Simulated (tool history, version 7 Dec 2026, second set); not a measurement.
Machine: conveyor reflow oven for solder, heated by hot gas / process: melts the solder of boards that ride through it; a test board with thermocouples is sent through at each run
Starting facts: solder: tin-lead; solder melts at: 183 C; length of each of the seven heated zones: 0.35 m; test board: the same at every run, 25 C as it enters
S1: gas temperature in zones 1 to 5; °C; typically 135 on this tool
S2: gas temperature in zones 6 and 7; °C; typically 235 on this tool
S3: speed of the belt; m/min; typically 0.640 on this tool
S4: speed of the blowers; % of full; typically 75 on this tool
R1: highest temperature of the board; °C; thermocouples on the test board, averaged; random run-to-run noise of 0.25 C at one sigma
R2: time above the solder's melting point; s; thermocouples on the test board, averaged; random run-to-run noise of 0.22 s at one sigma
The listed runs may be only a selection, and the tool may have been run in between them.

run 1 day=0.000 | S1=135 S2=235 S3=0.640 S4=75 | R1=215.4 R2=47.5
run 2 day=2.408 | S1=135 S2=235 S3=0.640 S4=75 | R1=215.2 R2=46.8
run 3 day=6.329 | S1=135 S2=235 S3=0.640 S4=75 | R1=214.8 R2=45.9
run 4 day=10.262 | S1=135 S2=235 S3=0.656 S4=75 | R1=213.4 R2=43.7
-- day=11.138 flux residue cleaned out of gas plates and filters
run 5 day=13.792 | S1=135 S2=235 S3=0.656 S4=75 | R1=211.9 R2=42.7
-- day=14.946 thermocouples of zones 6 and 7 changed
run 6 day=16.396 | S1=135 S2=235 S3=0.656 S4=54 | R1=201.9 R2=30.9
-- day=18.071 belt drive overhauled, speed set with a stopwatch
run 7 day=19.562 | S1=135 S2=235 S3=0.640 S4=75 | R1=209.7 R2=41.1
run 8 day=23.071 | S1=135 S2=235 S3=0.640 S4=75 | R1=209.5 R2=40.8
-- day=25.283 flux residue cleaned out of gas plates and filters, once more
run 9 day=25.283 | S1=135 S2=235 S3=0.640 S4=75 | R1=215.8 R2=46.7
run 10 day=27.117 | S1=133 S2=235 S3=0.640 S4=75 | R1=215.2 R2=45.9
run 11 day=30.921 | S1=135 S2=235 S3=0.640 S4=75 | R1=215.0 R2=46.3
run 12 day=33.262 | S1=123 S2=235 S3=0.640 S4=75 | R1=212.5 R2=41.1
run 13 day=37.304 | S1=123 S2=235 S3=0.640 S4=75 | R1=211.8 R2=40.8
run 14 day=39.800 | S1=123 S2=235 S3=0.640 S4=75 | R1=211.3 R2=40.1
run 15 day=41.529 | S1=123 S2=235 S3=0.640 S4=75 | R1=210.7 R2=40.3
run 16 day=44.862 | S1=135 S2=235 S3=0.640 S4=52 | R1=203.9 R2=34.4
run 17 day=46.596 | S1=135 S2=243 S3=0.690 S4=75 | R1=216.6 R2=43.3
-- day=47.488 flux residue cleaned out of gas plates and filters
run 18 day=50.433 | S1=135 S2=243 S3=0.690 S4=75 | R1=219.5 R2=45.9
run 19 day=54.362 | S1=125 S2=249 S3=0.629 S4=53 | R1=215.1 R2=44.0
run 20 day=57.254 | S1=143 S2=235 S3=0.521 S4=74 | R1=222.8 R2=67.4
run 21 day=60.996 | S1=135 S2=235 S3=0.577 S4=75 | R1=218.6 R2=55.1
run 22 day=64.092 | S1=125 S2=223 S3=0.719 S4=84 | R1=201.0 R2=26.9
run 23 day=68.233 | S1=131 S2=249 S3=0.700 S4=75 | R1=221.1 R2=44.8
-- day=69.746 flux residue cleaned out of gas plates and filters
run 24 day=70.758 | S1=135 S2=235 S3=0.640 S4=59 | R1=210.4 R2=42.7
run 25 day=73.758 | S1=135 S2=235 S3=0.640 S4=59 | R1=210.1 R2=41.8
run 26 day=76.971 | S1=135 S2=235 S3=0.640 S4=59 | R1=209.7 R2=41.7
-- day=79.204 thermocouples of zones 6 and 7 changed
run 27 day=79.221 | S1=141 S2=228 S3=0.640 S4=71 | R1=209.0 R2=43.8
run 28 day=83.325 | S1=136 S2=248 S3=0.693 S4=72 | R1=220.7 R2=46.8
-- day=85.138 belt drive overhauled, speed set with a stopwatch
run 29 day=86.050 | S1=124 S2=224 S3=0.659 S4=87 | R1=204.4 R2=34.0

Predict each of these 5 candidate next runs independently; none follows another, all start after run 29:
run A day=90.338 | S1=130 S2=224 S3=0.746 S4=79 | R1=? R2=?
run B day=90.338 | S1=135 S2=235 S3=0.590 S4=85 | R1=? R2=?
run C day=90.338 | S1=124 S2=227 S3=0.753 S4=62 | R1=? R2=?
run D day=90.338 | S1=145 S2=235 S3=0.749 S4=55 | R1=? R2=?
run E day=90.338 | S1=122 S2=235 S3=0.561 S4=61 | R1=? R2=?

run=A R1=198.5 R2=23.3
run=B R1=218.7 R2=53.9
run=C R1=191.4 R2=12.7
run=D R1=200.7 R2=27.3
run=E R1=209.9 R2=43.3
What these runs would have given with no unlogged condition in the tool:
run=A R1=201.4 R2=27.0
run=B R1=221.0 R2=55.8
run=C R1=194.3 R2=16.6
run=D R1=203.1 R2=30.1
run=E R1=212.1 R2=45.8
